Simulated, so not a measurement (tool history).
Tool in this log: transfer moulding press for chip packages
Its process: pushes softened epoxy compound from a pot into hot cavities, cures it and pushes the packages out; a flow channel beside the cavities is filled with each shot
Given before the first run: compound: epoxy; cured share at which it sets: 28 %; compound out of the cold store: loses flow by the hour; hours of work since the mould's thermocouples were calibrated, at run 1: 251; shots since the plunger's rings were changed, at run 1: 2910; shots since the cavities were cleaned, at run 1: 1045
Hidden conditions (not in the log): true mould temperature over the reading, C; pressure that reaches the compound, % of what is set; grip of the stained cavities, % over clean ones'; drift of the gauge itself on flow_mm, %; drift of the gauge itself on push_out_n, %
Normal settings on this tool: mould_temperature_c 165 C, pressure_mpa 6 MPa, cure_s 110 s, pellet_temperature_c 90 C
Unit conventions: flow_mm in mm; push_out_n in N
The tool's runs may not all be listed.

| run | day | mould_temperature_c | pressure_mpa | cure_s | pellet_temperature_c | hours of work since the mould's thermocouples were calibrated | shots since the plunger's rings were changed | shots since the cavities were cleaned | incoming compound's hours out of the cold store | flow_mm | push_out_n |
|---|---|---|---|---|---|---|---|---|---|---|---|
| 1 | 0 | 165 | 6 | 110 | 90 | 251 | 2910 | 1045 | 31.5 | 599 | 554 |
|  | 0.558 | cavities cleaned with cleaning compound and waxed |
| 2 | 0.558 | 165 | 6 | 110 | 90 | 258 | 3043 | 0 | 29.9 | 604 | 566 |
| 3 | 1.133 | 165 | 6 | 110 | 90 | 267 | 3198 | 155 | 47.1 | 562 | 537 |
| 4 | 1.425 | 165 | 6 | 110 | 90 | 272 | 3276 | 233 | 41.4 | 578 | 558 |
| 5 | 2.096 | 165 | 6 | 110 | 90 | 282 | 3455 | 412 | 21.7 | 624 | 550 |
| 6 | 2.375 | 165 | 6 | 110 | 90 | 286 | 3530 | 487 | 19.2 | 631 | 575 |
| 7 | 2.658 | 165 | 6 | 110 | 90 | 291 | 3607 | 564 | 44.1 | 570 | 563 |
| 8 | 3.154 | 165 | 6 | 110 | 90 | 298 | 3740 | 697 | 23.7 | 624 | 574 |
| 9 | 3.817 | 165 | 6 | 110 | 90 | 308 | 3917 | 874 | 35.7 | 587 | 551 |
| 10 | 4.283 | 165 | 6 | 110 | 90 | 316 | 4043 | 1000 | 44.1 | 568 | 522 |
|  | 5.012 | cavities cleaned with cleaning compound and waxed |
| 11 | 5.029 | 165 | 6 | 100 | 90 | 326 | 4226 | 4 | 30.1 | 600 | 668 |
| 12 | 5.533 | 165 | 6 | 100 | 90 | 334 | 4361 | 139 | 33.2 | 595 | 666 |
| 13 | 5.979 | 165 | 6 | 149 | 90 | 341 | 4481 | 259 | 33.7 | 599 | 462 |
| 14 | 6.667 | 165 | 6 | 149 | 90 | 351 | 4665 | 443 | 23.7 | 621 | 459 |
| 15 | 7.312 | 159 | 6 | 110 | 90 | 361 | 4839 | 617 | 43.9 | 588 | 809 |
| 16 | 7.604 | 165 | 6 | 94 | 81 | 366 | 4917 | 695 | 18.3 | 643 | 806 |
| 17 | 7.904 | 160 | 6 | 94 | 81 | 371 | 4998 | 776 | 31.2 | 617 | 1164 |
| 18 | 8.425 | 160 | 6 | 94 | 81 | 379 | 5137 | 915 | 14 | 668 | 1229 |
| 19 | 8.946 | 165 | 6 | 110 | 100 | 387 | 5277 | 1055 | 33.7 | 589 | 551 |
|  | 9.454 | cavities cleaned with cleaning compound and waxed |
| 20 | 9.571 | 165 | 6 | 110 | 100 | 395 | 5428 | 31 | 15.2 | 641 | 567 |
| 21 | 10.229 | 165 | 6 | 110 | 100 | 405 | 5605 | 208 | 26.9 | 611 | 545 |
| 22 | 10.562 | 165 | 7.2 | 150 | 90 | 411 | 5694 | 297 | 39.4 | 626 | 461 |
|  | 11.15 | plunger's sealing rings changed |
| 23 | 11.317 | 165 | 7.2 | 150 | 90 | 421 | 45 | 472 | 29.1 | 664 | 448 |
| 24 | 11.638 | 166 | 4.84 | 139 | 83 | 425 | 131 | 558 | 29.3 | 543 | 463 |
| 25 | 12.321 | 166 | 4.84 | 139 | 83 | 436 | 314 | 741 | 24.7 | 546 | 469 |
| 26 | 12.908 | 165 | 6 | 115 | 90 | 445 | 471 | 898 | 11.1 | 652 | 546 |
| 27 | 13.546 | 165 | 5.39 | 96 | 91 | 455 | 643 | 1070 | 43.3 | 541 | 673 |
|  | 13.996 | cavities cleaned with cleaning compound and waxed |
| 28 | 14.179 | 165 | 6.05 | 96 | 89 | 464 | 795 | 48 | 19.2 | 632 | 734 |
| 29 | 14.658 | 165 | 4.99 | 105 | 82 | 471 | 924 | 177 | 33.8 | 543 | 597 |

Each run again, without the hidden state but with its own random variation kept:
| run | push_out_n |
|---|---|
| 1 | 545 |
| 2 | 565 |
| 3 | 534 |
| 4 | 553 |
| 5 | 543 |
| 6 | 567 |
| 7 | 555 |
| 8 | 565 |
| 9 | 542 |
| 10 | 513 |
| 11 | 667 |
| 12 | 662 |
| 13 | 458 |
| 14 | 453 |
| 15 | 797 |
| 16 | 793 |
| 17 | 1145 |
| 18 | 1209 |
| 19 | 542 |
| 20 | 566 |
| 21 | 540 |
| 22 | 456 |
| 23 | 442 |
| 24 | 456 |
| 25 | 461 |
| 26 | 537 |
| 27 | 662 |
| 28 | 731 |
| 29 | 592 |
For flow_mm, the value without the hidden state is never more than 1 mm from the measured value.
